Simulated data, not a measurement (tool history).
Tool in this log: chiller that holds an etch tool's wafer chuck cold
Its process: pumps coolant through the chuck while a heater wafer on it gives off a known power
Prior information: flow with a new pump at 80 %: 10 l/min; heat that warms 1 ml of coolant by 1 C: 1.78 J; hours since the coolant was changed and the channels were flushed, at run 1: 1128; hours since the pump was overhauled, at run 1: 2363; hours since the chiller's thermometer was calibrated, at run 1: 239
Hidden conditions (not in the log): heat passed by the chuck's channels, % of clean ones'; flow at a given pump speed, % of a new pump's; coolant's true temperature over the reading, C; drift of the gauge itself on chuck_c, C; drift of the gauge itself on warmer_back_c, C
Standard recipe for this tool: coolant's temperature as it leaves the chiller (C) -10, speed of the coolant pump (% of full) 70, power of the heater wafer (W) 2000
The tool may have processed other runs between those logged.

| run | hour | coolant's temperature as it leaves the chiller (C) | speed of the coolant pump (% of full) | power of the heater wafer (W) | hours since the coolant was changed and the channels were flushed | hours since the pump was overhauled | hours since the chiller's thermometer was calibrated | chuck's temperature once it has settled (C) | how much warmer the coolant comes back (C) |
|---|---|---|---|---|---|---|---|---|---|
| 1 | 0.0 | -10 | 70 | 2000 | 1128 | 2363 | 239 | 9.6 | 8.10 |
| 2 | 157.1 | -10 | 70 | 1367 | 1285 | 2520 | 396 | 3.5 | 5.46 |
| 3 | 267.4 | -10 | 70 | 1367 | 1395 | 2630 | 506 | 3.5 | 5.57 |
| 4 | 393.3 | -10 | 70 | 2000 | 1521 | 2756 | 632 | 10.0 | 8.12 |
| 5 | 494.6 | -10 | 65 | 2000 | 1623 | 2858 | 733 | 10.7 | 8.70 |
| 6 | 615.2 | -10 | 70 | 2000 | 1743 | 2978 | 854 | 10.0 | 8.22 |
| 7 | 754.5 | -10 | 70 | 2000 | 1883 | 3118 | 993 | 10.2 | 8.22 |
| 8 | 908.5 | -10 | 70 | 2000 | 2037 | 3271 | 1147 | 10.2 | 8.29 |
| 9 | 999.6 | -10 | 70 | 2000 | 2128 | 3363 | 1238 | 10.5 | 8.26 |
| 10 | 1129.0 | -10 | 70 | 2000 | 2257 | 3492 | 1368 | 10.6 | 8.30 |
| 11 | 1304.1 | -10 | 70 | 2000 | 2432 | 3667 | 1543 | 10.7 | 8.30 |
| 12 | 1522.1 | -10 | 70 | 2000 | 2650 | 3885 | 1761 | 11.1 | 8.36 |
| 13 | 1708.5 | -10 | 70 | 2000 | 2837 | 4071 | 1947 | 11.3 | 8.40 |
| 14 | 1825.8 | -10 | 70 | 2000 | 2954 | 4189 | 2065 | 11.5 | 8.36 |
|  | 1836.7 | chiller's thermometer calibrated |
| 15 | 1991.7 | -10 | 70 | 2000 | 3119 | 4354 | 155 | 11.3 | 8.43 |
| 16 | 2156.4 | -10 | 70 | 2000 | 3283 | 4518 | 320 | 11.3 | 8.54 |
| 17 | 2305.2 | -14 | 70 | 2000 | 3432 | 4667 | 469 | 7.7 | 8.59 |
| 18 | 2437.7 | -14 | 87 | 2225 | 3565 | 4800 | 601 | 7.2 | 7.69 |
| 19 | 2559.7 | -14 | 87 | 2225 | 3687 | 4922 | 723 | 7.5 | 7.69 |
| 20 | 2690.3 | -14 | 80 | 1768 | 3817 | 5052 | 854 | 3.9 | 6.64 |
| 21 | 2800.9 | -14 | 76 | 1768 | 3928 | 5163 | 964 | 4.8 | 7.02 |
| 22 | 2960.3 | -8 | 89 | 1241 | 4087 | 5322 | 1124 | 4.1 | 4.22 |
| 23 | 3110.7 | -10 | 99 | 2046 | 4238 | 5473 | 1274 | 8.8 | 6.25 |
| 24 | 3241.9 | -10 | 99 | 2046 | 4369 | 5604 | 1405 | 9.0 | 6.25 |
| 25 | 3453.5 | -10 | 99 | 1482 | 4581 | 5816 | 1617 | 4.0 | 4.59 |
| 26 | 3571.9 | -10 | 99 | 1482 | 4699 | 5934 | 1735 | 4.1 | 4.59 |
| 27 | 3751.1 | -10 | 99 | 1482 | 4878 | 6113 | 1914 | 4.3 | 4.64 |
| 28 | 3883.3 | -10 | 99 | 1482 | 5010 | 6245 | 2047 | 4.2 | 4.69 |
|  | 3915.3 | chiller's thermometer calibrated |
| 29 | 4070.0 | -15 | 71 | 2495 | 5196 | 6431 | 155 | 14.6 | 10.99 |
|  | 4182.4 | coolant pump overhauled |
| 30 | 4192.2 | -15 | 73 | 2263 | 5313 | 10 | 272 | 9.2 | 8.29 |
| 31 | 4363.4 | -15 | 73 | 2263 | 5485 | 181 | 443 | 9.3 | 8.36 |

Describe how what the log doesn't record of the tool's condition differs between the last listed run preceding each entry between runs and the first listed run following it.
Between runs 14 and 15: chiller's thermometer calibrated (hour 1836.7)
  heat passed by the chuck's channels, % of clean ones': 88.4 -> 87.7; flow at a given pump speed, % of a new pump's: 91.3 -> 91; coolant's true temperature over the reading, C: 0.21 -> -0.05
  measured value less the no-hidden-state value, chuck's temperature once it has settled (C): +3.1 -> +3.1; how much warmer the coolant comes back (C): +0.72 -> +0.77
Between runs 28 and 29: chiller's thermometer calibrated (hour 3915.3)
  heat passed by the chuck's channels, % of clean ones': 80 -> 79.2; flow at a given pump speed, % of a new pump's: 86.9 -> 86.5; coolant's true temperature over the reading, C: 0.12 -> 0.02
  measured value less the no-hidden-state value, chuck's temperature once it has settled (C): +3.4 -> +7.0; how much warmer the coolant comes back (C): +0.61 -> +1.48
Between runs 29 and 30: coolant pump overhauled (hour 4182.4)
  heat passed by the chuck's channels, % of clean ones': 79.2 -> 78.7; flow at a given pump speed, % of a new pump's: 86.5 -> 100.1; coolant's true temperature over the reading, C: 0.02 -> 0.03
  measured value less the no-hidden-state value, chuck's temperature once it has settled (C): +7.0 -> +4.1; how much warmer the coolant comes back (C): +1.48 -> -0.01

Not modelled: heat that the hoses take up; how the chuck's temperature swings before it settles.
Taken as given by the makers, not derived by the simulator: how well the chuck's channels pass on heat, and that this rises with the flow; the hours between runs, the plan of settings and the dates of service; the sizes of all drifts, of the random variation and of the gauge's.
